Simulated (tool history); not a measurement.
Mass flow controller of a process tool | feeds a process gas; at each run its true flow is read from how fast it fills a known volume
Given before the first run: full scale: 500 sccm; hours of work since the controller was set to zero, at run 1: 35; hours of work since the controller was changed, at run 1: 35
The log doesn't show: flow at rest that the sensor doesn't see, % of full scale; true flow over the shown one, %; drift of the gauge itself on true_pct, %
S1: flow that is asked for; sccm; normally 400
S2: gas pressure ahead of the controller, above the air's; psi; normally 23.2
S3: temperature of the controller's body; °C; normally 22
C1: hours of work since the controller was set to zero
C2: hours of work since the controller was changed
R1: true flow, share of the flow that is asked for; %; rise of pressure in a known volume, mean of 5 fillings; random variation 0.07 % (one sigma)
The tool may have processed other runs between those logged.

| run | hour | S1 | S2 | S3 | C1 | C2 | R1 |
|---|---|---|---|---|---|---|---|
| 1 | 0 | 400 | 23.2 | 22 | 35 | 35 | 99.16 |
| 2 | 61.5 | 400 | 23.2 | 22 | 76 | 76 | 99.3 |
| 3 | 148.9 | 400 | 23.2 | 22 | 133 | 133 | 99.21 |
| 4 | 188.8 | 400 | 23.2 | 28 | 160 | 160 | 100.12 |
| 5 | 232.7 | 400 | 23.2 | 28 | 188 | 188 | 99.98 |
| 6 | 291.6 | 400 | 23.2 | 28 | 227 | 227 | 100.04 |
| 7 | 368.5 | 400 | 23.2 | 28 | 278 | 278 | 99.95 |
| 8 | 419 | 400 | 21.5 | 22 | 311 | 311 | 99.4 |
| 9 | 459.1 | 400 | 21.5 | 22 | 337 | 337 | 99.61 |
| 10 | 511.9 | 400 | 23.2 | 22 | 372 | 372 | 99.42 |
| 11 | 554.3 | 400 | 23.2 | 22 | 400 | 400 | 99.46 |
| 12 | 642.7 | 400 | 34.4 | 22 | 458 | 458 | 99.16 |
| 13 | 696.6 | 400 | 34.4 | 22 | 494 | 494 | 99.19 |
| 14 | 742.6 | 400 | 34.4 | 22 | 524 | 524 | 99.14 |
| 15 | 806 | 213 | 34.4 | 22 | 566 | 566 | 97.98 |
| 16 | 866.3 | 400 | 23.2 | 22 | 605 | 605 | 99.63 |
| 17 | 953.4 | 400 | 23.2 | 39 | 663 | 663 | 101.61 |
| 18 | 996 | 68 | 23.2 | 22 | 691 | 691 | 97.5 |
| 19 | 1081.6 | 68 | 23.2 | 22 | 747 | 747 | 97.43 |
| 20 | 1148.6 | 68 | 23.2 | 22 | 791 | 791 | 97.53 |
| 21 | 1190.4 | 117 | 20.3 | 30 | 818 | 818 | 98.84 |
| 22 | 1227.9 | 107 | 26.8 | 32 | 843 | 843 | 98.88 |
| 23 | 1314 | 107 | 32.1 | 28 | 900 | 900 | 98.34 |
| 24 | 1384 | 163 | 24.8 | 40 | 946 | 946 | 100.31 |
| 25 | 1450.9 | 117 | 24.8 | 26 | 990 | 990 | 98.35 |
| 26 | 1514.3 | 138 | 30 | 40 | 1031 | 1031 | 99.99 |
| 27 | 1556 | 400 | 23.2 | 40 | 1059 | 1059 | 102.19 |
| 28 | 1637.3 | 60 | 21.8 | 22 | 1112 | 1112 | 97.84 |
| 29 | 1687.9 | 183 | 38.4 | 35 | 1146 | 1146 | 99.64 |
| 30 | 1753.2 | 183 | 38.4 | 35 | 1189 | 1189 | 99.71 |

What does the tool deliver on the next run?
| 31 | 1800.1 | 183 | 38.4 | 35 | 1219 | 1219 | ? |

R1: 99.64 %
Without the tool's hidden state the same run would have given R1 98.63 %.
